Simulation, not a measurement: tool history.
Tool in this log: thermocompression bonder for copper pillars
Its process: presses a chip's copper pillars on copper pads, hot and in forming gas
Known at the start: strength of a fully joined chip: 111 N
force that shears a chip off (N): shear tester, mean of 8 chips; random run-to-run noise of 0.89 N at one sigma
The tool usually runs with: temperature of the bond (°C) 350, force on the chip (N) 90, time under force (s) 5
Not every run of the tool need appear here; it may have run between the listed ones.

run	hour	temperature of the bond (°C)	force on the chip (N)	time under force (s)	force that shears a chip off (N)
1	0.0	350	90	5	65.7
2	45.5	350	70	5	58.7
# hour 130.1: forming gas filter changed
3	130.1	350	90	5	72.2
4	214.4	350	56	5	55.9
5	294.8	350	90	5	69.8
6	358.9	350	90	5	67.4
7	395.9	350	90	5	65.4
8	473.4	350	90	5	64.7
# hour 515.3: forming gas filter changed
9	532.2	350	90	5	70.2
# hour 584.0: force cell calibrated
10	605.3	350	90	5	64.8
# hour 649.0: heater calibrated with a thermocouple chip
11	691.0	350	78	5	66.1
12	768.3	350	90	5	68.0
13	824.5	350	90	5	67.2
14	861.9	350	90	5	66.6
# hour 903.7: forming gas filter changed
15	906.7	350	90	5	73.3
16	973.9	350	90	5	70.7
17	1032.1	375	90	5	83.3
18	1070.4	375	90	5	81.0
19	1149.4	375	90	5	81.1
20	1204.5	375	90	5	79.2
21	1250.5	326	100	4	52.0
# hour 1287.4: forming gas filter changed
22	1293.0	326	100	4	57.1
23	1382.4	326	100	4	55.1
24	1460.5	326	100	4	53.4
25	1537.0	326	100	4	51.7
26	1621.8	330	100	4	51.5
# hour 1669.7: forming gas filter changed
27	1712.1	330	100	4	57.2
28	1796.7	328	90	12	70.3
29	1851.3	328	90	12	71.1
30	1911.3	341	90	14	79.2
31	1991.5	336	135	5	69.2
# hour 2054.6: forming gas filter changed
32	2077.0	336	135	5	73.3
# hour 2108.5: heater calibrated with a thermocouple chip
33	2129.9	336	135	5	78.9
34	2211.3	379	92	4	82.5
35	2281.0	375	119	10	98.1
36	2350.2	339	119	3	62.1
37	2421.9	328	119	9	76.4
# hour 2438.5: forming gas filter changed
38	2499.3	334	111	9	80.3

Consider 5 possible next runs. They are alternatives, not a sequence: every one starts from the tool as it was left by run 38. What does each give?
A	2590.0	327	103	5	?
B	2590.0	334	56	11	?
C	2590.0	334	111	4	?
D	2590.0	334	55	6	?
E	2590.0	346	111	11	?

run	force that shears a chip off (N)
A	61.8
B	61.8
C	61.8
D	48.7
E	89.1
Without the tool's unlogged condition, the same runs would have read:
run	force that shears a chip off (N)
A	64.5
B	64.4
C	64.4
D	50.8
E	92.7
